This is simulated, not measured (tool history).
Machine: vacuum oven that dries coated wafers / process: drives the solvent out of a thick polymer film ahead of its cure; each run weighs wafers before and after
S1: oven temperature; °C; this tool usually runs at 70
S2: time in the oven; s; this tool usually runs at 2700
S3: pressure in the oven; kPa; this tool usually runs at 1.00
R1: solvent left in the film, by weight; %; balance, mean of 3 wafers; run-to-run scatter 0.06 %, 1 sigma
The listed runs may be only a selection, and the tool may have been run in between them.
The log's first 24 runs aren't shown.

run 25 hour=306.4 | S1=56 S2=1560 S3=1.42 | R1=11.98
run 26 hour=320.3 | S1=80 S2=1560 S3=0.96 | R1=3.53
run 27 hour=328.7 | S1=70 S2=2400 S3=0.96 | R1=3.82
run 28 hour=337.1 | S1=62 S2=2700 S3=1.00 | R1=5.67
run 29 hour=348.6 | S1=70 S2=4200 S3=2.33 | R1=2.28
run 30 hour=359.3 | S1=77 S2=2160 S3=2.70 | R1=3.31
run 31 hour=370.4 | S1=77 S2=2160 S3=2.70 | R1=3.25
run 32 hour=381.6 | S1=65 S2=1440 S3=2.27 | R1=9.62
run 33 hour=399.8 | S1=81 S2=1380 S3=2.22 | R1=4.53
run 34 hour=411.1 | S1=58 S2=1980 S3=1.00 | R1=9.19
run 35 hour=421.2 | S1=58 S2=1980 S3=1.00 | R1=9.38
run 36 hour=437.2 | S1=58 S2=1980 S3=1.00 | R1=9.28
run 37 hour=451.7 | S1=57 S2=3060 S3=1.00 | R1=6.73
run 38 hour=464.8 | S1=57 S2=3060 S3=1.00 | R1=6.69
run 39 hour=481.1 | S1=57 S2=3060 S3=1.00 | R1=6.72
run 40 hour=495.4 | S1=64 S2=2700 S3=0.59 | R1=4.65
run 41 hour=509.1 | S1=81 S2=3180 S3=0.59 | R1=0.62
run 42 hour=518.8 | S1=69 S2=3180 S3=0.59 | R1=2.37
run 43 hour=536.4 | S1=66 S2=4500 S3=2.92 | R1=3.32
run 44 hour=555.0 | S1=66 S2=4500 S3=2.92 | R1=3.23
run 45 hour=568.2 | S1=66 S2=4500 S3=2.92 | R1=3.45
run 46 hour=578.6 | S1=66 S2=4500 S3=2.92 | R1=3.22

Below are 4 alternative next runs, each starting from the tool's condition after run 46. Predict each:
run A hour=596.5 | S1=66 S2=3540 S3=2.92 | R1=?
run B hour=596.5 | S1=63 S2=4260 S3=1.36 | R1=?
run C hour=596.5 | S1=61 S2=2700 S3=1.00 | R1=?
run D hour=596.5 | S1=70 S2=3120 S3=1.00 | R1=?

run=A R1=4.18
run=B R1=3.00
run=C R1=5.96
run=D R1=2.58
Take away the tool's hidden state, keep each run's random variation, and the runs would have read:
run=A R1=4.42
run=B R1=3.20
run=C R1=6.26
run=D R1=2.76

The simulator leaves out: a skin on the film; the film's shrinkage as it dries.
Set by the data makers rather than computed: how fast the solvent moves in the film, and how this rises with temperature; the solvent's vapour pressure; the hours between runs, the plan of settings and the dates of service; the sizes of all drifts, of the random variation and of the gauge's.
